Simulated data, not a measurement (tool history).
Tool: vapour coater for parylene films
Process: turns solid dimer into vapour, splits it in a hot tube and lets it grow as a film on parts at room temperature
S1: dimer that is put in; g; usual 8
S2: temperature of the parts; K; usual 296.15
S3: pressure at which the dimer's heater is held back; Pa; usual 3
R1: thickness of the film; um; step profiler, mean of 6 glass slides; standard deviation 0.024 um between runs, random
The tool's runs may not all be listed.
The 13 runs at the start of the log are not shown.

{"run": 14, "hour": 370.2, "S1": 8, "S2": 293.15, "S3": 3, "R1": 1.83}
{"hour": 375.0, "done": "table's thermometer calibrated"}
{"run": 15, "hour": 397.7, "S1": 8, "S2": 296.15, "S3": 3, "R1": 1.6}
{"run": 16, "hour": 424.8, "S1": 8, "S2": 296.15, "S3": 3, "R1": 1.6}
{"run": 17, "hour": 461.1, "S1": 13, "S2": 296.15, "S3": 3, "R1": 2.52}
{"run": 18, "hour": 491.1, "S1": 8, "S2": 304.15, "S3": 3, "R1": 1.06}
{"run": 19, "hour": 518.7, "S1": 10, "S2": 296.15, "S3": 3, "R1": 1.94}
{"run": 20, "hour": 544.9, "S1": 7, "S2": 294.15, "S3": 7.9, "R1": 1.29}
{"run": 21, "hour": 562.8, "S1": 4, "S2": 296.15, "S3": 8.56, "R1": 0.67}
{"run": 22, "hour": 594.6, "S1": 4, "S2": 304.15, "S3": 7.64, "R1": 0.47}
{"hour": 610.1, "done": "table's thermometer calibrated, once more"}
{"run": 23, "hour": 636.6, "S1": 7, "S2": 297.15, "S3": 5.47, "R1": 1.19}
{"run": 24, "hour": 657.2, "S1": 8, "S2": 296.15, "S3": 4.11, "R1": 1.56}
{"run": 25, "hour": 682.5, "S1": 8, "S2": 303.15, "S3": 4.11, "R1": 1.06}
{"run": 26, "hour": 704.1, "S1": 12, "S2": 289.15, "S3": 4.6, "R1": 3.08}
{"run": 27, "hour": 742.9, "S1": 12, "S2": 289.15, "S3": 4.6, "R1": 3.06}
{"run": 28, "hour": 781.1, "S1": 12, "S2": 289.15, "S3": 4.6, "R1": 3.01}
{"run": 29, "hour": 803.6, "S1": 8, "S2": 300.15, "S3": 2.45, "R1": 1.3}
{"run": 30, "hour": 833.1, "S1": 9, "S2": 296.15, "S3": 2.55, "R1": 1.71}
{"run": 31, "hour": 858.2, "S1": 10, "S2": 296.15, "S3": 9.6, "R1": 1.56}
{"run": 32, "hour": 894.8, "S1": 3, "S2": 296.15, "S3": 2.31, "R1": 0.58}
{"run": 33, "hour": 924.6, "S1": 11, "S2": 300.15, "S3": 8.97, "R1": 1.41}
{"run": 34, "hour": 943.8, "S1": 6, "S2": 296.15, "S3": 5.37, "R1": 1.04}

Predict each of these 5 candidate next runs independently; none follows another, all start after run 34:
{"run": "A", "hour": 971.5, "S1": 6, "S2": 293.15, "S3": 2.15, "R1": "?"}
{"run": "B", "hour": 971.5, "S1": 6, "S2": 296.15, "S3": 4.82, "R1": "?"}
{"run": "C", "hour": 971.5, "S1": 8, "S2": 289.15, "S3": 4.97, "R1": "?"}
{"run": "D", "hour": 971.5, "S1": 5, "S2": 296.15, "S3": 11.25, "R1": "?"}
{"run": "E", "hour": 971.5, "S1": 11, "S2": 296.15, "S3": 4.05, "R1": "?"}

run=A R1=1.35
run=B R1=1.04
run=C R1=1.94
run=D R1=0.77
run=E R1=1.93
Stripped of hidden state, with their random variation kept, the same runs would have yielded:
run=A R1=1.53
run=B R1=1.17
run=C R1=2.19
run=D R1=0.87
run=E R1=2.19

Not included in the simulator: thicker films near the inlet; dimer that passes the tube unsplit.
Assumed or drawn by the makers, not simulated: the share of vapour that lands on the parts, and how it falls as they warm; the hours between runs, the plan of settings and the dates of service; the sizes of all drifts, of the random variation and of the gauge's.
